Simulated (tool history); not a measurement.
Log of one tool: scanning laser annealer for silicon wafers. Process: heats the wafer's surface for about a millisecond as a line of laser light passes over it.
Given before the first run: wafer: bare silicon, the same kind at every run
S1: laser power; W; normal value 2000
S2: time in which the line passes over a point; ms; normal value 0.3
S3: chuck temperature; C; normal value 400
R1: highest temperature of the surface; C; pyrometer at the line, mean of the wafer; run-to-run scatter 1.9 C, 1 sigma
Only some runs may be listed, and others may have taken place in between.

Run 1, day 0: usual settings. Result: R1 1150 C.
Run 2, day 0.629: usual settings. Result: R1 1149 C.
Run 3, day 1.292: usual settings. Result: R1 1145 C.
Run 4, day 1.912: usual settings but S1 2189 W. Result: R1 1215 C.
Run 5, day 2.417: usual settings. Result: R1 1147 C.
Run 6, day 3.071: usual settings. Result: R1 1143 C.
Run 7, day 3.654: usual settings. Result: R1 1148 C.
Run 8, day 4.325: usual settings. Result: R1 1140 C.
Run 9, day 4.792: usual settings but S1 2072 W. Result: R1 1168 C.
Run 10, day 5.296: usual settings but S2 0.363 ms. Result: R1 1208 C.
Run 11, day 5.817: usual settings but S1 2090 W. Result: R1 1176 C.
Run 12, day 6.375: usual settings but S2 0.214 ms. Result: R1 1037 C.
Run 13, day 6.746: usual settings but S2 0.214 ms. Result: R1 1041 C.
Run 14, day 7.142: usual settings but S2 0.214 ms. Result: R1 1041 C.
Run 15, day 7.579: usual settings but S2 0.214 ms. Result: R1 1042 C.
Run 16, day 7.875: usual settings. Result: R1 1142 C.
Run 17, day 8.488: usual settings. Result: R1 1146 C.
Run 18, day 8.883: usual settings but S1 1731 W. Result: R1 1050 C.
Run 19, day 9.179: usual settings. Result: R1 1138 C.
Run 20, day 9.588: usual settings. Result: R1 1139 C.
Run 21, day 10.067: usual settings but S1 1740 W, S2 0.211 ms, S3 375 C. Result: R1 932 C.
At day 10.192: window over the wafer cleaned.
Run 22, day 10.804: usual settings but S1 1858 W, S2 0.346 ms, S3 384 C. Result: R1 1162 C.
Run 23, day 11.379: usual settings but S1 1858 W, S2 0.232 ms, S3 384 C. Result: R1 1040 C.
Run 24, day 11.846: usual settings but S1 1858 W, S2 0.232 ms, S3 384 C. Result: R1 1034 C.
Run 25, day 12.25: usual settings but S1 1858 W, S2 0.232 ms, S3 384 C. Result: R1 1037 C.
Run 26, day 12.688: usual settings but S1 1858 W, S2 0.232 ms, S3 384 C. Result: R1 1038 C.
Run 27, day 13.025: usual settings but S1 1858 W, S2 0.232 ms, S3 426 C. Result: R1 1079 C.
Run 28, day 13.383: usual settings but S1 1910 W, S2 0.232 ms, S3 381 C. Result: R1 1051 C.
Run 29, day 13.696: usual settings but S1 1823 W, S2 0.27 ms. Result: R1 1082 C.
Run 30, day 14.096: usual settings but S1 2072 W, S2 0.368 ms. Result: R1 1280 C.
Run 31, day 14.433: usual settings but S1 1921 W, S2 0.253 ms. Result: R1 1099 C.
Run 32, day 14.812: usual settings but S1 1921 W, S2 0.253 ms. Result: R1 1099 C.
Run 33, day 15.117: usual settings but S1 1793 W, S2 0.241 ms, S3 393 C. Result: R1 1034 C.
Run 34, day 15.425: usual settings but S1 2121 W, S2 0.371 ms, S3 412 C. Result: R1 1316 C.
Run 35, day 16.008: usual settings but S1 2160 W, S2 0.232 ms, S3 426 C. Result: R1 1175 C.
Run 36, day 16.4: usual settings but S1 2160 W, S2 0.232 ms, S3 426 C. Result: R1 1169 C.
Run 37, day 16.775: usual settings but S1 1988 W, S3 406 C. Result: R1 1177 C.
Run 38, day 17.3: usual settings but S1 1988 W, S3 406 C. Result: R1 1177 C.
Run 39, day 17.621: usual settings but S1 1940 W, S2 0.351 ms, S3 427 C. Result: R1 1238 C.
Run 40, day 18.204: usual settings but S1 1940 W, S2 0.351 ms, S3 427 C. Result: R1 1238 C.

Predict each of these 5 candidate next runs independently; none follows another, all start after run 40:
Run A, day 18.612: usual settings but S1 1778 W, S3 437 C. Result: R1 ?.
Run B, day 18.612: usual settings but S1 2022 W, S2 0.351 ms, S3 427 C. Result: R1 ?.
Run C, day 18.612: usual settings but S1 1940 W, S2 0.299 ms, S3 427 C. Result: R1 ?.
Run D, day 18.612: usual settings but S1 1838 W, S2 0.351 ms, S3 427 C. Result: R1 ?.
Run E, day 18.612: usual settings but S1 2197 W, S2 0.376 ms, S3 364 C. Result: R1 ?.

run    R1
  A  1138
  B  1266
  C  1181
  D  1193
  E  1297
What these runs would have given with no unlogged condition in the tool:
run    R1
  A  1146
  B  1276
  C  1190
  D  1202
  E  1308

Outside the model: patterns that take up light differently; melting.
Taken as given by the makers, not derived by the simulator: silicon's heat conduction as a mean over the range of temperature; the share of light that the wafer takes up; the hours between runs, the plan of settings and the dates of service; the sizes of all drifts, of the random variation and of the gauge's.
